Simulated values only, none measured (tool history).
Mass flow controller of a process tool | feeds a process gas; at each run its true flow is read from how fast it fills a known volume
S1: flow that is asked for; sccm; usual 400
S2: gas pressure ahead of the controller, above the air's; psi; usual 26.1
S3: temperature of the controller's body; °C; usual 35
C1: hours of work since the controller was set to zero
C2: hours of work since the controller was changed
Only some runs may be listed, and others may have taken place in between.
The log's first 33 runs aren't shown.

Run 34, hour 12822.5: usual settings but S1 649 sccm, S3 26 °C; C1 1027; C2 7291. Result: true flow (%) 102.29.
Run 35, hour 13256.6: usual settings but S1 132 sccm, S2 24.4 psi, S3 27 °C; C1 1178; C2 7441. Result: true flow (%) 101.83.
Run 36, hour 13593.7: usual settings but S1 731 sccm, S2 26.3 psi, S3 20 °C; C1 1295; C2 7558. Result: true flow (%) 102.73.
Run 37, hour 14138.0: usual settings but S1 598 sccm, S2 26.3 psi, S3 29 °C; C1 1484; C2 7747. Result: true flow (%) 102.24.
Run 38, hour 14410.2: usual settings but S1 598 sccm, S2 26.3 psi, S3 29 °C; C1 1578; C2 7842. Result: true flow (%) 102.33.
Run 39, hour 14936.4: usual settings but S1 598 sccm, S2 21.5 psi, S3 23 °C; C1 1761; C2 8025. Result: true flow (%) 102.69.
Run 40, hour 15284.3: usual settings but S1 828 sccm, S2 20.6 psi, S3 24 °C; C1 1882; C2 8145. Result: true flow (%) 103.15.
Run 41, hour 15540.7: usual settings but S1 514 sccm, S2 25.8 psi, S3 24 °C; C1 1971; C2 8234. Result: true flow (%) 102.59.
Run 42, hour 15879.8: usual settings but S1 538 sccm, S2 28.6 psi, S3 28 °C; C1 2089; C2 8352. Result: true flow (%) 102.49.
Run 43, hour 16306.0: usual settings but S1 574 sccm, S2 36.4 psi, S3 23 °C; C1 2237; C2 8500. Result: true flow (%) 102.93.
Run 44, hour 16543.8: usual settings but S1 574 sccm, S2 36.4 psi, S3 23 °C; C1 2319; C2 8583. Result: true flow (%) 102.80.
Run 45, hour 16885.2: usual settings but S1 574 sccm, S2 36.4 psi, S3 23 °C; C1 2438; C2 8701. Result: true flow (%) 103.00.
Run 46, hour 17176.2: usual settings but S1 973 sccm, S2 37.1 psi, S3 31 °C; C1 2539; C2 8802. Result: true flow (%) 103.60.
Run 47, hour 17733.4: usual settings but S1 973 sccm, S2 37.1 psi, S3 31 °C; C1 2732; C2 8996. Result: true flow (%) 103.68.

Here are 3 independent what-if runs from the current tool condition. What would each one return?
Run A, hour 18176.2: usual settings but S1 912 sccm, S3 38 °C; C1 2886; C2 9150. Result: true flow (%) ?.
Run B, hour 18176.2: usual settings but S1 905 sccm, S2 20.5 psi, S3 31 °C; C1 2886; C2 9150. Result: true flow (%) ?.
Run C, hour 18176.2: usual settings but S1 489 sccm, S2 28.0 psi; C1 2886; C2 9150. Result: true flow (%) ?.

run  true flow (%)
  A         103.29
  B         103.52
  C         102.71
Stripped of hidden state, with their random variation kept, the same runs would have yielded:
run  true flow (%)
  A          99.31
  B          99.54
  C          98.48

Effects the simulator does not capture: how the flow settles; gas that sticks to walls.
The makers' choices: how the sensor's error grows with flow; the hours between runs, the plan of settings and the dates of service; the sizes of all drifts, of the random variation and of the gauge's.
